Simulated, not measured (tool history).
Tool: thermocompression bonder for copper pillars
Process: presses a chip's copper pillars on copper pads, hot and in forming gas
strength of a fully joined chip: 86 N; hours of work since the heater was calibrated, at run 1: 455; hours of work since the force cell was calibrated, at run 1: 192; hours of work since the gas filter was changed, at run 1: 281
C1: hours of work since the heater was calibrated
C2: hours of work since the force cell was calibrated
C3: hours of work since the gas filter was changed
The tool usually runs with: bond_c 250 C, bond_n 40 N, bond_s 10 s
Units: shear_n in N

run 1 hour=0 | bond_c=250 bond_n=40 bond_s=10 | C1=455 C2=192 C3=281 | shear_n=47
run 2 hour=28.7 | bond_c=250 bond_n=40 bond_s=10 | C1=470 C2=207 C3=296 | shear_n=46.1
run 3 hour=49.2 | bond_c=250 bond_n=40 bond_s=10 | C1=480 C2=218 C3=306 | shear_n=45.8
run 4 hour=80.9 | bond_c=250 bond_n=40 bond_s=10 | C1=497 C2=234 C3=322 | shear_n=46.4
run 5 hour=95.6 | bond_c=250 bond_n=40 bond_s=10 | C1=504 C2=241 C3=330 | shear_n=46.7
run 6 hour=110.5 | bond_c=226 bond_n=40 bond_s=10 | C1=512 C2=249 C3=338 | shear_n=34.7
run 7 hour=138.1 | bond_c=226 bond_n=40 bond_s=10 | C1=526 C2=263 C3=352 | shear_n=34.5
-- hour=163.3 heater calibrated with a thermocouple chip
run 8 hour=172.9 | bond_c=226 bond_n=40 bond_s=10 | C1=5 C2=280 C3=369 | shear_n=34.9
run 9 hour=206.4 | bond_c=226 bond_n=40 bond_s=10 | C1=22 C2=297 C3=386 | shear_n=34.3
run 10 hour=238.5 | bond_c=226 bond_n=40 bond_s=10 | C1=39 C2=314 C3=402 | shear_n=33.2
run 11 hour=266.1 | bond_c=226 bond_n=40 bond_s=10 | C1=53 C2=328 C3=416 | shear_n=32.7
run 12 hour=297.9 | bond_c=226 bond_n=40 bond_s=10 | C1=69 C2=344 C3=433 | shear_n=34.1
-- hour=317.8 forming gas filter changed
run 13 hour=320.1 | bond_c=226 bond_n=40 bond_s=10 | C1=80 C2=355 C3=1 | shear_n=33.6
run 14 hour=338.1 | bond_c=250 bond_n=40 bond_s=10 | C1=89 C2=365 C3=10 | shear_n=46.8
run 15 hour=362 | bond_c=250 bond_n=40 bond_s=10 | C1=102 C2=377 C3=23 | shear_n=46.3
run 16 hour=394.2 | bond_c=245 bond_n=40 bond_s=10 | C1=118 C2=393 C3=39 | shear_n=44.7
run 17 hour=408.5 | bond_c=245 bond_n=40 bond_s=10 | C1=125 C2=401 C3=46 | shear_n=44.5
run 18 hour=438.2 | bond_c=267 bond_n=40 bond_s=10 | C1=141 C2=416 C3=62 | shear_n=55
run 19 hour=464 | bond_c=250 bond_n=40 bond_s=10 | C1=154 C2=429 C3=75 | shear_n=46.3
run 20 hour=487.8 | bond_c=250 bond_n=40 bond_s=10 | C1=166 C2=441 C3=87 | shear_n=45.8
run 21 hour=516.1 | bond_c=264 bond_n=24 bond_s=26 | C1=181 C2=456 C3=102 | shear_n=53.2
run 22 hour=544.9 | bond_c=264 bond_n=45 bond_s=22 | C1=195 C2=471 C3=116 | shear_n=69.7
run 23 hour=567 | bond_c=239 bond_n=32 bond_s=5 | C1=207 C2=482 C3=128 | shear_n=25.4
run 24 hour=587.8 | bond_c=240 bond_n=38 bond_s=27 | C1=217 C2=493 C3=138 | shear_n=55.3
run 25 hour=602.1 | bond_c=269 bond_n=44 bond_s=7 | C1=225 C2=500 C3=146 | shear_n=54.1
run 26 hour=632.5 | bond_c=269 bond_n=44 bond_s=7 | C1=240 C2=515 C3=161 | shear_n=53.6

What does the tool deliver on the next run?
run 27 hour=651.2 | bond_c=267 bond_n=56 bond_s=11 | C1=250 C2=525 C3=171 | shear_n=?

{"run 27": {"shear_n": 67.3}}
If the tool had no hidden condition, the same run with the same run-to-run variation would have returned shear_n 67.4 N.
